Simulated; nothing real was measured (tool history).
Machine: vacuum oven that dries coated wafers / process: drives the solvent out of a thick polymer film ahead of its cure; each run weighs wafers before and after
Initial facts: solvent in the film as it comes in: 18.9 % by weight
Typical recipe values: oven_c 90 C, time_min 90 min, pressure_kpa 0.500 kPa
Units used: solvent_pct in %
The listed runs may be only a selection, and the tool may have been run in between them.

{"run": 1, "day": 0.0, "oven_c": 90, "time_min": 90, "pressure_kpa": 0.5, "solvent_pct": 5.02}
{"run": 2, "day": 1.504, "oven_c": 90, "time_min": 90, "pressure_kpa": 0.5, "solvent_pct": 5.0}
{"run": 3, "day": 3.083, "oven_c": 90, "time_min": 94, "pressure_kpa": 0.5, "solvent_pct": 4.7}
{"run": 4, "day": 5.196, "oven_c": 90, "time_min": 94, "pressure_kpa": 0.5, "solvent_pct": 4.83}
{"run": 5, "day": 7.858, "oven_c": 90, "time_min": 90, "pressure_kpa": 0.5, "solvent_pct": 5.06}
{"run": 6, "day": 10.558, "oven_c": 90, "time_min": 90, "pressure_kpa": 0.5, "solvent_pct": 5.09}
{"run": 7, "day": 13.046, "oven_c": 90, "time_min": 73, "pressure_kpa": 0.5, "solvent_pct": 6.29}
{"run": 8, "day": 14.312, "oven_c": 90, "time_min": 73, "pressure_kpa": 0.5, "solvent_pct": 6.5}
{"day": 15.021, "done": "oven's thermocouples calibrated"}
{"run": 9, "day": 16.104, "oven_c": 90, "time_min": 73, "pressure_kpa": 0.5, "solvent_pct": 5.84}
{"run": 10, "day": 18.808, "oven_c": 90, "time_min": 73, "pressure_kpa": 0.5, "solvent_pct": 5.7}
{"run": 11, "day": 20.733, "oven_c": 90, "time_min": 73, "pressure_kpa": 0.5, "solvent_pct": 5.71}
{"day": 20.917, "done": "vacuum gauge cleaned of residue and calibrated"}
{"run": 12, "day": 23.117, "oven_c": 90, "time_min": 90, "pressure_kpa": 0.5, "solvent_pct": 4.88}
{"run": 13, "day": 25.467, "oven_c": 90, "time_min": 90, "pressure_kpa": 0.5, "solvent_pct": 4.93}
{"run": 14, "day": 27.238, "oven_c": 90, "time_min": 90, "pressure_kpa": 0.5, "solvent_pct": 4.97}
{"day": 27.479, "done": "vacuum gauge cleaned of residue and calibrated, once more"}
{"run": 15, "day": 29.208, "oven_c": 90, "time_min": 90, "pressure_kpa": 0.5, "solvent_pct": 4.36}
{"run": 16, "day": 30.779, "oven_c": 90, "time_min": 90, "pressure_kpa": 0.5, "solvent_pct": 4.53}
{"run": 17, "day": 32.917, "oven_c": 91, "time_min": 104, "pressure_kpa": 0.469, "solvent_pct": 3.48}
{"run": 18, "day": 34.812, "oven_c": 96, "time_min": 60, "pressure_kpa": 0.554, "solvent_pct": 5.1}
{"run": 19, "day": 37.017, "oven_c": 82, "time_min": 119, "pressure_kpa": 0.686, "solvent_pct": 5.22}
{"run": 20, "day": 38.812, "oven_c": 82, "time_min": 89, "pressure_kpa": 1.517, "solvent_pct": 7.42}
{"run": 21, "day": 41.346, "oven_c": 88, "time_min": 90, "pressure_kpa": 1.681, "solvent_pct": 5.58}
{"run": 22, "day": 43.225, "oven_c": 88, "time_min": 90, "pressure_kpa": 1.681, "solvent_pct": 5.77}
{"run": 23, "day": 45.562, "oven_c": 105, "time_min": 90, "pressure_kpa": 0.354, "solvent_pct": 1.42}
{"run": 24, "day": 47.312, "oven_c": 105, "time_min": 102, "pressure_kpa": 0.354, "solvent_pct": 1.03}
{"run": 25, "day": 49.829, "oven_c": 90, "time_min": 90, "pressure_kpa": 0.251, "solvent_pct": 4.39}

Consider 3 possible next runs. They are alternatives, not a sequence: every one starts from the tool as it was left by run 25. What does each give?
{"run": "A", "day": 51.408, "oven_c": 81, "time_min": 72, "pressure_kpa": 1.646, "solvent_pct": "?"}
{"run": "B", "day": 51.408, "oven_c": 90, "time_min": 133, "pressure_kpa": 0.5, "solvent_pct": "?"}
{"run": "C", "day": 51.408, "oven_c": 98, "time_min": 90, "pressure_kpa": 0.361, "solvent_pct": "?"}

run=A solvent_pct=8.80
run=B solvent_pct=2.72
run=C solvent_pct=2.66
With the hidden condition removed and each run's random variation left untouched, the same runs would have given:
run=A solvent_pct=8.46
run=B solvent_pct=2.44
run=C solvent_pct=2.41
